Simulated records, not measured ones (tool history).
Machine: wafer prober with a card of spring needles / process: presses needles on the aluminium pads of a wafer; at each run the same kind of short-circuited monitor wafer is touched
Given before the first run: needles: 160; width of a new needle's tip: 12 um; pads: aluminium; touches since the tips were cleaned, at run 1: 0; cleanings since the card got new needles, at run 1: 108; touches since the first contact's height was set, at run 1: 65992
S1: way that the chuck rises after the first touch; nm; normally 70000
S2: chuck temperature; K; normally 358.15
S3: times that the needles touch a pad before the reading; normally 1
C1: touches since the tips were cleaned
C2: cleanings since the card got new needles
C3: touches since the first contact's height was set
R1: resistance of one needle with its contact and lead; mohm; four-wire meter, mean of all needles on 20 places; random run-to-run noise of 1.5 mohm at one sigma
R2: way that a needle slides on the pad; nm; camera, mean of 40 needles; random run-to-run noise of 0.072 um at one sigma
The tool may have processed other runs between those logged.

run 1 hour=0 | S1=70000 S2=358.15 S3=1 | C1=0 C2=108 C3=65992 | R1=143 R2=11060
-- hour=5 tips cleaned on abrasive film
-- hour=11.2 tips cleaned on abrasive film
-- hour=16.2 tips cleaned on abrasive film
-- hour=22.4 tips cleaned on abrasive film
-- hour=28.6 tips cleaned on abrasive film
-- hour=33.6 tips cleaned on abrasive film
run 2 hour=35.7 | S1=70000 S2=358.15 S3=1 | C1=1274 C2=114 C3=87533 | R1=152 R2=11040
-- hour=39.4 tips cleaned on abrasive film
-- hour=44.4 tips cleaned on abrasive film
-- hour=50.6 tips cleaned on abrasive film
run 3 hour=53.8 | S1=70000 S2=358.15 S3=1 | C1=1975 C2=117 C3=98516 | R1=155 R2=11050
-- hour=56.4 tips cleaned on abrasive film
-- hour=62.6 tips cleaned on abrasive film
-- hour=66.6 height of the first contact set anew
-- hour=69.1 tips cleaned on abrasive film
-- hour=75.3 tips cleaned on abrasive film
-- hour=80.3 tips cleaned on abrasive film
-- hour=86.5 tips cleaned on abrasive film
-- hour=92.7 tips cleaned on abrasive film
run 4 hour=93 | S1=70000 S2=358.15 S3=1 | C1=164 C2=124 C3=15927 | R1=144 R2=11350
-- hour=98 tips cleaned on abrasive film
-- hour=104.2 tips cleaned on abrasive film
-- hour=110.4 tips cleaned on abrasive film
run 5 hour=112.5 | S1=70000 S2=358.15 S3=1 | C1=1288 C2=127 C3=27724 | R1=151 R2=11510
-- hour=116.3 tips cleaned on abrasive film
-- hour=122.5 tips cleaned on abrasive film
-- hour=128.7 tips cleaned on abrasive film
-- hour=134.4 tips cleaned on abrasive film
run 6 hour=134.4 | S1=70000 S2=358.15 S3=1 | C1=0 C2=131 C3=40956 | R1=143 R2=11280
-- hour=139.4 tips cleaned on abrasive film
-- hour=145.6 tips cleaned on abrasive film
-- hour=150.6 tips cleaned on abrasive film
run 7 hour=155.2 | S1=70000 S2=358.15 S3=1 | C1=2778 C2=134 C3=53493 | R1=159 R2=11300
-- hour=156.5 tips cleaned on abrasive film
-- hour=161.5 tips cleaned on abrasive film
-- hour=167.7 tips cleaned on abrasive film
-- hour=172.7 tips cleaned on abrasive film
-- hour=178.9 tips cleaned on abrasive film
run 8 hour=182.9 | S1=70000 S2=358.15 S3=1 | C1=2499 C2=139 C3=70254 | R1=156 R2=11190
-- hour=184.3 tips cleaned on abrasive film
-- hour=189.2 tips cleaned on abrasive film
-- hour=195.5 tips cleaned on abrasive film
-- hour=200.4 tips cleaned on abrasive film
-- hour=205.5 tips cleaned on abrasive film
run 9 hour=205.5 | S1=70000 S2=358.15 S3=1 | C1=0 C2=144 C3=83832 | R1=142 R2=11200
-- hour=211.7 tips cleaned on abrasive film
-- hour=216.7 tips cleaned on abrasive film
-- hour=222.9 tips cleaned on abrasive film
-- hour=227.9 tips cleaned on abrasive film
-- hour=234.1 tips cleaned on abrasive film
run 10 hour=238.6 | S1=70000 S2=358.15 S3=1 | C1=2735 C2=149 C3=103822 | R1=162 R2=11070
-- hour=239.9 tips cleaned on abrasive film
-- hour=242.6 height of the first contact set anew
-- hour=245.2 tips cleaned on abrasive film
-- hour=251.4 tips cleaned on abrasive film
-- hour=257.6 tips cleaned on abrasive film
-- hour=263.8 tips cleaned on abrasive film
-- hour=270 tips cleaned on abrasive film
-- hour=275.1 tips cleaned on abrasive film
run 11 hour=275.1 | S1=70000 S2=358.15 S3=1 | C1=0 C2=156 C3=19550 | R1=142 R2=11360
-- hour=281.3 tips cleaned on abrasive film
-- hour=287.5 tips cleaned on abrasive film
-- hour=292.5 tips cleaned on abrasive film
-- hour=297.5 tips cleaned on abrasive film
-- hour=303.7 tips cleaned on abrasive film
-- hour=308.7 tips cleaned on abrasive film
run 12 hour=313.4 | S1=70000 S2=358.15 S3=1 | C1=2917 C2=162 C3=42731 | R1=158 R2=11340
-- hour=314.7 tips cleaned on abrasive film
-- hour=320.9 tips cleaned on abrasive film
-- hour=327.2 tips cleaned on abrasive film
-- hour=332.1 tips cleaned on abrasive film
-- hour=338.4 tips cleaned on abrasive film
run 13 hour=340.5 | S1=70000 S2=346.15 S3=1 | C1=1335 C2=167 C3=59078 | R1=154 R2=11190
-- hour=344.3 tips cleaned on abrasive film
-- hour=350.5 tips cleaned on abrasive film
-- hour=356.7 tips cleaned on abrasive film
-- hour=361.7 tips cleaned on abrasive film
-- hour=367.9 tips cleaned on abrasive film
-- hour=374.1 tips cleaned on abrasive film
run 14 hour=378.3 | S1=70000 S2=346.15 S3=1 | C1=2581 C2=173 C3=81926 | R1=161 R2=11060
-- hour=379.6 tips cleaned on abrasive film
-- hour=384.6 tips cleaned on abrasive film
-- hour=390.8 tips cleaned on abrasive film
-- hour=397.1 tips cleaned on abrasive film
run 15 hour=401.3 | S1=70000 S2=346.15 S3=1 | C1=2634 C2=177 C3=95820 | R1=161 R2=11080
-- hour=402.7 tips cleaned on abrasive film
-- hour=408.9 tips cleaned on abrasive film
-- hour=415.1 tips cleaned on abrasive film
-- hour=419 height of the first contact set anew
-- hour=421.6 tips cleaned on abrasive film
-- hour=427.8 tips cleaned on abrasive film
-- hour=432.8 tips cleaned on abrasive film
run 16 hour=435.4 | S1=70000 S2=358.15 S3=3 | C1=1607 C2=183 C3=9864 | R1=146 R2=11450
-- hour=437.9 tips cleaned on abrasive film
-- hour=442.9 tips cleaned on abrasive film
-- hour=447.9 tips cleaned on abrasive film
run 17 hour=451.8 | S1=70000 S2=358.15 S3=1 | C1=2388 C2=186 C3=19759 | R1=156 R2=11340
-- hour=453.1 tips cleaned on abrasive film
-- hour=458.1 tips cleaned on abrasive film
-- hour=463.1 tips cleaned on abrasive film
-- hour=468.1 tips cleaned on abrasive film
-- hour=474.3 tips cleaned on abrasive film
run 18 hour=477.3 | S1=70000 S2=306.15 S3=1 | C1=1848 C2=191 C3=35114 | R1=150 R2=11330
-- hour=479.9 tips cleaned on abrasive film
-- hour=486.1 tips cleaned on abrasive film
-- hour=492.3 tips cleaned on abrasive film
-- hour=497.3 tips cleaned on abrasive film
-- hour=503.5 tips cleaned on abrasive film
run 19 hour=506.1 | S1=54000 S2=347.15 S3=2 | C1=1602 C2=196 C3=52481 | R1=160 R2=8620
-- hour=508.6 tips cleaned on abrasive film
-- hour=513.6 tips cleaned on abrasive film
-- hour=519.8 tips cleaned on abrasive film
run 20 hour=523.4 | S1=79000 S2=303.15 S3=1 | C1=2214 C2=199 C3=62951 | R1=150 R2=12560
-- hour=526 tips cleaned on abrasive film
-- hour=532.2 tips cleaned on abrasive film
-- hour=537.2 tips cleaned on abrasive film
run 21 hour=540 | S1=79000 S2=303.15 S3=1 | C1=1725 C2=202 C3=72933 | R1=145 R2=12690
-- hour=542.5 tips cleaned on abrasive film
-- hour=547.5 tips cleaned on abrasive film
-- hour=552.5 tips cleaned on abrasive film
-- hour=558.7 tips cleaned on abrasive film
-- hour=563.7 tips cleaned on abrasive film
-- hour=569.8 tips cleaned on abrasive film
run 22 hour=569.8 | S1=71000 S2=300.15 S3=1 | C1=0 C2=208 C3=90858 | R1=134 R2=11310
-- hour=574.7 tips cleaned on abrasive film
-- hour=579.7 tips cleaned on abrasive film
-- hour=585.9 tips cleaned on abrasive film
-- hour=590.9 tips cleaned on abrasive film
-- hour=595.9 tips cleaned on abrasive film
-- hour=596.2 height of the first contact set anew
-- hour=602.4 tips cleaned on abrasive film
run 23 hour=602.9 | S1=71000 S2=300.15 S3=1 | C1=288 C2=214 C3=4041 | R1=135 R2=11600

Hidden condition of the tool, last listed run before each entry between runs versus first listed run after:
Runs 1 to 2: tips cleaned on abrasive film (hour 5); tips cleaned on abrasive film (hour 11.2); tips cleaned on abrasive film (hour 16.2); tips cleaned on abrasive film (hour 22.4); tips cleaned on abrasive film (hour 28.6); tips cleaned on abrasive film (hour 33.6)
  debris on the tips, nm: 8 -> 34.2; way that the needles fall short of the set height, um: 1.57 -> 2.09; tips' diameter, um: 15.08 -> 15.26
  what was measured, less what the result would be without the hidden state, R1: +3 -> +10 mohm; R2: -250 -> -340 nm
Runs 2 to 3: tips cleaned on abrasive film (hour 39.4); tips cleaned on abrasive film (hour 44.4); tips cleaned on abrasive film (hour 50.6)
  debris on the tips, nm: 34.2 -> 46.6; way that the needles fall short of the set height, um: 2.09 -> 2.33; tips' diameter, um: 15.26 -> 15.35
  what was measured, less what the result would be without the hidden state, R1: +10 -> +14 mohm; R2: -340 -> -380 nm
Runs 3 to 4: tips cleaned on abrasive film (hour 56.4); tips cleaned on abrasive film (hour 62.6); height of the first contact set anew (hour 66.6); tips cleaned on abrasive film (hour 69.1); tips cleaned on abrasive film (hour 75.3); tips cleaned on abrasive film (hour 80.3); tips cleaned on abrasive film (hour 86.5); tips cleaned on abrasive film (hour 92.7)
  debris on the tips, nm: 46.6 -> 13.4; way that the needles fall short of the set height, um: 2.33 -> 0.45; tips' diameter, um: 15.35 -> 15.56
  what was measured, less what the result would be without the hidden state, R1: +14 -> +5 mohm; R2: -380 -> -70 nm
Runs 4 to 5: tips cleaned on abrasive film (hour 98); tips cleaned on abrasive film (hour 104.2); tips cleaned on abrasive film (hour 110.4)
  debris on the tips, nm: 13.4 -> 36.6; way that the needles fall short of the set height, um: 0.45 -> 0.67; tips' diameter, um: 15.56 -> 15.64
  what was measured, less what the result would be without the hidden state, R1: +5 -> +11 mohm; R2: -70 -> -110 nm
Runs 5 to 6: tips cleaned on abrasive film (hour 116.3); tips cleaned on abrasive film (hour 122.5); tips cleaned on abrasive film (hour 128.7); tips cleaned on abrasive film (hour 134.4)
  debris on the tips, nm: 36.6 -> 6.8; way that the needles fall short of the set height, um: 0.67 -> 0.97; tips' diameter, um: 15.64 -> 15.74
  what was measured, less what the result would be without the hidden state, R1: +11 -> +3 mohm; R2: -110 -> -160 nm
Runs 6 to 7: tips cleaned on abrasive film (hour 139.4); tips cleaned on abrasive film (hour 145.6); tips cleaned on abrasive film (hour 150.6)
  debris on the tips, nm: 6.8 -> 57.4; way that the needles fall short of the set height, um: 0.97 -> 1.21; tips' diameter, um: 15.74 -> 15.83
  what was measured, less what the result would be without the hidden state, R1: +3 -> +17 mohm; R2: -160 -> -200 nm
Runs 7 to 8: tips cleaned on abrasive film (hour 156.5); tips cleaned on abrasive film (hour 161.5); tips cleaned on abrasive film (hour 167.7); tips cleaned on abrasive film (hour 172.7); tips cleaned on abrasive film (hour 178.9)
  debris on the tips, nm: 57.4 -> 54.4; way that the needles fall short of the set height, um: 1.21 -> 1.63; tips' diameter, um: 15.83 -> 15.97
  what was measured, less what the result would be without the hidden state, R1: +17 -> +17 mohm; R2: -200 -> -260 nm
Runs 8 to 9: tips cleaned on abrasive film (hour 184.3); tips cleaned on abrasive film (hour 189.2); tips cleaned on abrasive film (hour 195.5); tips cleaned on abrasive film (hour 200.4); tips cleaned on abrasive film (hour 205.5)
  debris on the tips, nm: 54.4 -> 5; way that the needles fall short of the set height, um: 1.63 -> 2.02; tips' diameter, um: 15.97 -> 16.11
  what was measured, less what the result would be without the hidden state, R1: +17 -> +3 mohm; R2: -260 -> -330 nm
Runs 9 to 10: tips cleaned on abrasive film (hour 211.7); tips cleaned on abrasive film (hour 216.7); tips cleaned on abrasive film (hour 222.9); tips cleaned on abrasive film (hour 227.9); tips cleaned on abrasive film (hour 234.1)
  debris on the tips, nm: 5 -> 62.9; way that the needles fall short of the set height, um: 2.02 -> 2.42; tips' diameter, um: 16.11 -> 16.25
  what was measured, less what the result would be without the hidden state, R1: +3 -> +21 mohm; R2: -330 -> -390 nm
Runs 10 to 11: tips cleaned on abrasive film (hour 239.9); height of the first contact set anew (hour 242.6); tips cleaned on abrasive film (hour 245.2); tips cleaned on abrasive film (hour 251.4); tips cleaned on abrasive film (hour 257.6); tips cleaned on abrasive film (hour 263.8); tips cleaned on abrasive film (hour 270); tips cleaned on abrasive film (hour 275.1)
  debris on the tips, nm: 62.9 -> 3.5; way that the needles fall short of the set height, um: 2.42 -> 0.48; tips' diameter, um: 16.25 -> 16.46
  what was measured, less what the result would be without the hidden state, R1: +21 -> +2 mohm; R2: -390 -> -70 nm
Runs 11 to 12: tips cleaned on abrasive film (hour 281.3); tips cleaned on abrasive film (hour 287.5); tips cleaned on abrasive film (hour 292.5); tips cleaned on abrasive film (hour 297.5); tips cleaned on abrasive film (hour 303.7); tips cleaned on abrasive film (hour 308.7)
  debris on the tips, nm: 3.5 -> 61.2; way that the needles fall short of the set height, um: 0.48 -> 0.98; tips' diameter, um: 16.46 -> 16.63
  what was measured, less what the result would be without the hidden state, R1: +2 -> +20 mohm; R2: -70 -> -160 nm
Runs 12 to 13: tips cleaned on abrasive film (hour 314.7); tips cleaned on abrasive film (hour 320.9); tips cleaned on abrasive film (hour 327.2); tips cleaned on abrasive film (hour 332.1); tips cleaned on abrasive film (hour 338.4)
  debris on the tips, nm: 61.2 -> 40.9; way that the needles fall short of the set height, um: 0.98 -> 1.35; tips' diameter, um: 16.63 -> 16.76
  what was measured, less what the result would be without the hidden state, R1: +20 -> +15 mohm; R2: -160 -> -210 nm
Runs 13 to 14: tips cleaned on abrasive film (hour 344.3); tips cleaned on abrasive film (hour 350.5); tips cleaned on abrasive film (hour 356.7); tips cleaned on abrasive film (hour 361.7); tips cleaned on abrasive film (hour 367.9); tips cleaned on abrasive film (hour 374.1)
  debris on the tips, nm: 40.9 -> 57.5; way that the needles fall short of the set height, um: 1.35 -> 1.84; tips' diameter, um: 16.76 -> 16.93
  what was measured, less what the result would be without the hidden state, R1: +15 -> +20 mohm; R2: -210 -> -300 nm
Runs 14 to 15: tips cleaned on abrasive film (hour 379.6); tips cleaned on abrasive film (hour 384.6); tips cleaned on abrasive film (hour 390.8); tips cleaned on abrasive film (hour 397.1)
  debris on the tips, nm: 57.5 -> 63.4; way that the needles fall short of the set height, um: 1.84 -> 2.09; tips' diameter, um: 16.93 -> 17.02
  what was measured, less what the result would be without the hidden state, R1: +20 -> +23 mohm; R2: -300 -> -340 nm
Runs 15 to 16: tips cleaned on abrasive film (hour 402.7); tips cleaned on abrasive film (hour 408.9); tips cleaned on abrasive film (hour 415.1); height of the first contact set anew (hour 419); tips cleaned on abrasive film (hour 421.6); tips cleaned on abrasive film (hour 427.8); tips cleaned on abrasive film (hour 432.8)
  debris on the tips, nm: 63.4 -> 39.8; way that the needles fall short of the set height, um: 2.09 -> 0.27; tips' diameter, um: 17.02 -> 17.2
  what was measured, less what the result would be without the hidden state, R1: +23 -> +7 mohm; R2: -340 -> -50 nm
Runs 16 to 17: tips cleaned on abrasive film (hour 437.9); tips cleaned on abrasive film (hour 442.9); tips cleaned on abrasive film (hour 447.9)
  debris on the tips, nm: 39.8 -> 49; way that the needles fall short of the set height, um: 0.27 -> 0.49; tips' diameter, um: 17.2 -> 17.27
  what was measured, less what the result would be without the hidden state, R1: +7 -> +17 mohm; R2: -50 -> -70 nm
Runs 17 to 18: tips cleaned on abrasive film (hour 453.1); tips cleaned on abrasive film (hour 458.1); tips cleaned on abrasive film (hour 463.1); tips cleaned on abrasive film (hour 468.1); tips cleaned on abrasive film (hour 474.3)
  debris on the tips, nm: 49 -> 46.5; way that the needles fall short of the set height, um: 0.49 -> 0.87; tips' diameter, um: 17.27 -> 17.41
  what was measured, less what the result would be without the hidden state, R1: +17 -> +18 mohm; R2: -70 -> -140 nm
Runs 18 to 19: tips cleaned on abrasive film (hour 479.9); tips cleaned on abrasive film (hour 486.1); tips cleaned on abrasive film (hour 492.3); tips cleaned on abrasive film (hour 497.3); tips cleaned on abrasive film (hour 503.5)
  debris on the tips, nm: 46.5 -> 43.2; way that the needles fall short of the set height, um: 0.87 -> 1.27; tips' diameter, um: 17.41 -> 17.55
  what was measured, less what the result would be without the hidden state, R1: +18 -> +18 mohm; R2: -140 -> -210 nm
Runs 19 to 20: tips cleaned on abrasive film (hour 508.6); tips cleaned on abrasive film (hour 513.6); tips cleaned on abrasive film (hour 519.8)
  debris on the tips, nm: 43.2 -> 54.3; way that the needles fall short of the set height, um: 1.27 -> 1.52; tips' diameter, um: 17.55 -> 17.64
  what was measured, less what the result would be without the hidden state, R1: +18 -> +17 mohm; R2: -210 -> -250 nm
Runs 20 to 21: tips cleaned on abrasive film (hour 526); tips cleaned on abrasive film (hour 532.2); tips cleaned on abrasive film (hour 537.2)
  debris on the tips, nm: 54.3 -> 46.9; way that the needles fall short of the set height, um: 1.52 -> 1.78; tips' diameter, um: 17.64 -> 17.73
  what was measured, less what the result would be without the hidden state, R1: +17 -> +16 mohm; R2: -250 -> -290 nm
Runs 21 to 22: tips cleaned on abrasive film (hour 542.5); tips cleaned on abrasive film (hour 547.5); tips cleaned on abrasive film (hour 552.5); tips cleaned on abrasive film (hour 558.7); tips cleaned on abrasive film (hour 563.7); tips cleaned on abrasive film (hour 569.8)
  debris on the tips, nm: 46.9 -> 5.3; way that the needles fall short of the set height, um: 1.78 -> 2.24; tips' diameter, um: 17.73 -> 17.89
  what was measured, less what the result would be without the hidden state, R1: +16 -> +4 mohm; R2: -290 -> -370 nm
Runs 22 to 23: tips cleaned on abrasive film (hour 574.7); tips cleaned on abrasive film (hour 579.7); tips cleaned on abrasive film (hour 585.9); tips cleaned on abrasive film (hour 590.9); tips cleaned on abrasive film (hour 595.9); height of the first contact set anew (hour 596.2); tips cleaned on abrasive film (hour 602.4)
  debris on the tips, nm: 5.3 -> 11.3; way that the needles fall short of the set height, um: 2.24 -> 0.07; tips' diameter, um: 17.89 -> 18.06
  what was measured, less what the result would be without the hidden state, R1: +4 -> +6 mohm; R2: -370 -> -10 nm

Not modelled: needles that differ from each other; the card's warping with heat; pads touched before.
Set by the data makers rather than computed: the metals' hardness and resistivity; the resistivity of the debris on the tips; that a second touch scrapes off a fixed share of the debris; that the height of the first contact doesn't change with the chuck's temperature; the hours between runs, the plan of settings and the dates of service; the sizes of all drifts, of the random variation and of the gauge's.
